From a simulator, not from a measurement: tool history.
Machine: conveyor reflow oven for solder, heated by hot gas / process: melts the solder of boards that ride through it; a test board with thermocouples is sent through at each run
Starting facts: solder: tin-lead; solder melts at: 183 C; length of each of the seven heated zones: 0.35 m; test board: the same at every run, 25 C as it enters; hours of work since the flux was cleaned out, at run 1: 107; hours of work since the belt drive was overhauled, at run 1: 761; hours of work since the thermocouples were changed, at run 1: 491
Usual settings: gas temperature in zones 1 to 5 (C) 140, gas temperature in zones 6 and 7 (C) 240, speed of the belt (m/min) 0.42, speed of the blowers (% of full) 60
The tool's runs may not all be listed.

run	hour	gas temperature in zones 1 to 5 (C)	gas temperature in zones 6 and 7 (C)	speed of the belt (m/min)	speed of the blowers (% of full)	hours of work since the flux was cleaned out	hours of work since the belt drive was overhauled	hours of work since the thermocouples were changed	highest temperature of the board (C)	time above the solder's melting point (s)
1	0	140	240	0.42	60	107	761	491	220.8	81.6
2	67.2	140	240	0.42	60	149	803	534	220.7	79.8
# hour 127.7: thermocouples of zones 6 and 7 changed
3	139	140	240	0.42	69	193	847	7	223	83.3
# hour 190.7: belt drive overhauled, speed set with a stopwatch
4	202.8	140	240	0.42	69	230	8	45	222.9	80.3
5	274.1	140	240	0.42	69	275	52	89	221.9	80.3
# hour 301.4: flux residue cleaned out of gas plates and filters
6	356.3	140	240	0.42	69	34	101	138	220.9	78.4
7	439.7	140	240	0.42	67	87	153	190	220.2	77.8
8	478.3	140	240	0.42	67	111	177	214	220.5	78.4
9	540.3	140	240	0.396	67	150	216	253	221.7	84.9
10	624	140	240	0.396	67	202	269	306	221.9	85.8
# hour 635: flux residue cleaned out of gas plates and filters, once more
11	697.3	140	240	0.396	67	39	312	349	225.3	88.9
12	772.9	140	240	0.396	67	87	359	396	224.9	88.6
13	812.2	140	240	0.396	67	111	384	421	225	89.8
14	888.5	127	240	0.396	69	159	432	469	223.4	81.4
15	975.7	144	240	0.37	57	214	486	523	223.9	97.6
16	1032.1	140	240	0.45	51	249	522	559	213.3	65.4
# hour 1048.8: thermocouples of zones 6 and 7 changed
17	1084.1	141	253	0.438	60	281	553	22	229	84.4
# hour 1106.5: flux residue cleaned out of gas plates and filters
18	1139.1	140	233	0.366	70	20	584	54	222	94.5
19	1191.9	140	249	0.42	60	54	618	87	228.3	86.4
20	1262.3	147	249	0.422	60	98	662	131	229.8	89.9
21	1344.2	134	252	0.428	63	149	713	182	230	83.7
22	1399.2	134	252	0.428	63	184	748	217	229.8	82.8

Branching from run 22: 3 alternative next runs. What would each branch give?
A	1478.7	140	240	0.346	81	233	798	267	?	?
B	1478.7	134	252	0.398	69	233	798	267	?	?
C	1478.7	134	250	0.428	63	233	798	267	?	?

run	highest temperature of the board (C)	time above the solder's melting point (s)
A	231.4	108.9
B	234.9	94.2
C	227.9	82.6
Take away the tool's hidden state, keep each run's random variation, and the runs would have read:
run	highest temperature of the board (C)	time above the solder's melting point (s)
A	231.7	107.1
B	235.4	92.8
C	228.4	81.4
